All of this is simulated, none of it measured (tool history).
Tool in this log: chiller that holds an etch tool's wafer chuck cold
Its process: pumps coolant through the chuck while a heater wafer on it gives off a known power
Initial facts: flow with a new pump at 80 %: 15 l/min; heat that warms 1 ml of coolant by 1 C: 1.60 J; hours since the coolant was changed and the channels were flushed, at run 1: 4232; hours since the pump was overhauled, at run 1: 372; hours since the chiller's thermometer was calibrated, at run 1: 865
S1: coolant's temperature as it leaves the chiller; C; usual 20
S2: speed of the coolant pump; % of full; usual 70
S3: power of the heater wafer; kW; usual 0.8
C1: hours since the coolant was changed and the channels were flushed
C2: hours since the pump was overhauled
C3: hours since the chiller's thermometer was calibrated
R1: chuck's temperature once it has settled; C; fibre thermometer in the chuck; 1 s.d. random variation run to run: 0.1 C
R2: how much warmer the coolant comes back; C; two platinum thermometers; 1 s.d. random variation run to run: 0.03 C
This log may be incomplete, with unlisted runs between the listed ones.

Run 1, hour 0: usual settings; C1 4232; C2 372; C3 865. Result: R1 27.5 C, R2 2.31 C.
Run 2, hour 24.6: usual settings; C1 4257; C2 396; C3 890. Result: R1 27.5 C, R2 2.32 C.
Run 3, hour 51: usual settings; C1 4283; C2 423; C3 916. Result: R1 27.5 C, R2 2.34 C.
Run 4, hour 67.7: usual settings; C1 4300; C2 439; C3 933. Result: R1 27.5 C, R2 2.36 C.
Run 5, hour 82.7: usual settings; C1 4315; C2 454; C3 948. Result: R1 27.4 C, R2 2.31 C.
Run 6, hour 110.8: usual settings; C1 4343; C2 482; C3 976. Result: R1 27.5 C, R2 2.33 C.
Run 7, hour 140.2: usual settings; C1 4372; C2 512; C3 1006. Result: R1 27.5 C, R2 2.32 C.
Run 8, hour 157.7: usual settings; C1 4390; C2 529; C3 1023. Result: R1 27.6 C, R2 2.32 C.
Run 9, hour 189.7: usual settings; C1 4422; C2 561; C3 1055. Result: R1 27.6 C, R2 2.31 C.
Run 10, hour 208.2: usual settings; C1 4440; C2 580; C3 1074. Result: R1 27.5 C, R2 2.3 C.
Run 11, hour 240.1: usual settings; C1 4472; C2 612; C3 1106. Result: R1 27.4 C, R2 2.34 C.
Run 12, hour 261.8: usual settings; C1 4494; C2 634; C3 1127. Result: R1 27.5 C, R2 2.35 C.
Run 13, hour 292.9: usual settings; C1 4525; C2 665; C3 1158. Result: R1 27.4 C, R2 2.37 C.
Run 14, hour 321.1: usual settings but S2 76 % of full; C1 4553; C2 693; C3 1187. Result: R1 26.8 C, R2 2.1 C.
Run 15, hour 345.7: usual settings but S3 0.908 kW; C1 4578; C2 717; C3 1211. Result: R1 28.5 C, R2 2.59 C.
Run 16, hour 370.2: usual settings but S3 0.57 kW; C1 4602; C2 742; C3 1236. Result: R1 25.3 C, R2 1.63 C.
Run 17, hour 397.8: usual settings but S3 0.57 kW; C1 4630; C2 770; C3 1263. Result: R1 25.3 C, R2 1.67 C.
Run 18, hour 426.6: usual settings but S3 0.57 kW; C1 4659; C2 798; C3 1292. Result: R1 25.4 C, R2 1.63 C.
Run 19, hour 441.6: usual settings but S3 0.57 kW; C1 4674; C2 813; C3 1307. Result: R1 25.4 C, R2 1.59 C.
Run 20, hour 456.2: usual settings but S2 71 % of full, S3 0.57 kW; C1 4688; C2 828; C3 1322. Result: R1 25.2 C, R2 1.63 C.
Run 21, hour 483.6: usual settings but S1 22 C, S2 83 % of full; C1 4716; C2 855; C3 1349. Result: R1 28.5 C, R2 1.99 C.
Run 22, hour 507.4: usual settings but S1 22 C, S2 83 % of full; C1 4739; C2 879; C3 1373. Result: R1 28.4 C, R2 1.98 C.
Run 23, hour 537.2: usual settings but S1 22 C, S2 83 % of full; C1 4769; C2 909; C3 1403. Result: R1 28.6 C, R2 1.96 C.
Run 24, hour 551.3: usual settings but S1 22 C, S2 83 % of full, S3 0.622 kW; C1 4783; C2 923; C3 1417. Result: R1 26.9 C, R2 1.52 C.
Run 25, hour 568.5: usual settings but S1 22 C, S2 92 % of full, S3 0.556 kW; C1 4801; C2 940; C3 1434. Result: R1 26.1 C, R2 1.25 C.
Run 26, hour 592.5: usual settings but S1 22 C, S2 92 % of full, S3 0.556 kW; C1 4824; C2 964; C3 1458. Result: R1 26 C, R2 1.21 C.
Run 27, hour 625.6: usual settings but S1 22 C, S2 92 % of full, S3 0.556 kW; C1 4858; C2 997; C3 1491. Result: R1 26 C, R2 1.14 C.
Run 28, hour 647.2: usual settings but S1 13 C, S2 92 % of full, S3 0.583 kW; C1 4879; C2 1019; C3 1513. Result: R1 17.3 C, R2 1.32 C.
Run 29, hour 661.1: usual settings but S1 14 C, S2 89 % of full, S3 0.545 kW; C1 4893; C2 1033; C3 1527. Result: R1 18.2 C, R2 1.22 C.
Run 30, hour 679.4: usual settings but S1 14 C, S2 89 % of full, S3 0.545 kW; C1 4911; C2 1051; C3 1545. Result: R1 18.1 C, R2 1.23 C.
Run 31, hour 696.2: usual settings but S1 14 C, S2 84 % of full, S3 0.545 kW; C1 4928; C2 1068; C3 1562. Result: R1 18.2 C, R2 1.36 C.
Run 32, hour 710: usual settings but S1 22 C; C1 4942; C2 1082; C3 1575. Result: R1 29.5 C, R2 2.32 C.
Run 33, hour 723.9: usual settings but S1 14 C, S2 86 % of full, S3 0.554 kW; C1 4956; C2 1096; C3 1589. Result: R1 18.5 C, R2 1.38 C.

Predict each of these 3 candidate next runs independently; none follows another, all start after run 33:
Run A, hour 756.5: usual settings but S1 13 C, S2 91 % of full, S3 0.554 kW; C1 4988; C2 1128; C3 1622. Result: R1 ?, R2 ?.
Run B, hour 756.5: usual settings but S2 65 % of full; C1 4988; C2 1128; C3 1622. Result: R1 ?, R2 ?.
Run C, hour 756.5: usual settings but S1 14 C, S2 86 % of full, S3 0.979 kW; C1 4988; C2 1128; C3 1622. Result: R1 ?, R2 ?.

run    R1    R2
  A  16.9  1.25
  B  28.1  2.53
  C  21.7  2.32
Without the tool's unlogged condition, the same runs would have read:
run    R1    R2
  A  16.3  1.22
  B  26.8  2.47
  C  20.5  2.27

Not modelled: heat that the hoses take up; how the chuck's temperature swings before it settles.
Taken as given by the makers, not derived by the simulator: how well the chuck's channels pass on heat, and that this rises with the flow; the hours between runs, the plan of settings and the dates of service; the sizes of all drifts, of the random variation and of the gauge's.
